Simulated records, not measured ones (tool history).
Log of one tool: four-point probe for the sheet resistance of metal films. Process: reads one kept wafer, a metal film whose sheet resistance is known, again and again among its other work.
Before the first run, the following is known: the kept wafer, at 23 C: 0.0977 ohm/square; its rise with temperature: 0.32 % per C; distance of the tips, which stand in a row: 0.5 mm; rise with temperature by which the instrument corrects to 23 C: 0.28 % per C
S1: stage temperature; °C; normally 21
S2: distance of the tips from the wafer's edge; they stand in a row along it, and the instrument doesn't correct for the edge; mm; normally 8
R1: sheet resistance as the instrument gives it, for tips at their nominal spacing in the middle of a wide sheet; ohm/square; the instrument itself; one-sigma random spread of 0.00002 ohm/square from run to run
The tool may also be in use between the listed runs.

| run | hour | S1 | S2 | R1 |
|---|---|---|---|---|
| 1 | 0 | 21 | 8 | 0.097172 |
| 2 | 65.8 | 21 | 8 | 0.097186 |
| 3 | 117.2 | 25 | 8 | 0.097332 |
| 4 | 194.8 | 25 | 8 | 0.097294 |
| 5 | 243.9 | 21 | 8 | 0.097129 |
| 6 | 290.5 | 21 | 8 | 0.09707 |
| 7 | 332.5 | 21 | 8 | 0.097125 |
| 8 | 397 | 21 | 8 | 0.09708 |
| 9 | 449.4 | 21 | 8 | 0.097072 |
| 10 | 503.8 | 21 | 8 | 0.097067 |
| 11 | 542.5 | 21 | 8 | 0.097022 |
| 12 | 611.2 | 21 | 8 | 0.096994 |
| 13 | 644 | 28 | 10 | 0.097249 |
| 14 | 723.7 | 28 | 10 | 0.09723 |
| 15 | 770.9 | 29 | 8 | 0.097356 |
| 16 | 829.2 | 32 | 4 | 0.098064 |
| 17 | 897.9 | 32 | 4 | 0.098014 |
| 18 | 937.7 | 23 | 7 | 0.097111 |
| 19 | 982.7 | 28 | 3 | 0.098432 |
| 20 | 1061.3 | 30 | 11 | 0.097194 |
| 21 | 1139.6 | 30 | 11 | 0.097137 |
| 22 | 1207.5 | 30 | 11 | 0.09713 |
| 23 | 1285.7 | 29 | 4 | 0.097768 |

What if the next run were any one of these 4? Each begins from the tool's condition after run 23:
| A | 1345.3 | 34 | 39 | ? |
| B | 1345.3 | 19 | 5 | ? |
| C | 1345.3 | 31 | 33 | ? |
| D | 1345.3 | 21 | 5 | ? |

| run | R1 |
|---|---|
| A | 0.097175 |
| B | 0.097141 |
| C | 0.097084 |
| D | 0.097181 |
Had the tool no hidden state, the same runs would have come out as:
| run | R1 |
|---|---|
| A | 0.098142 |
| B | 0.098113 |
| C | 0.098051 |
| D | 0.098153 |
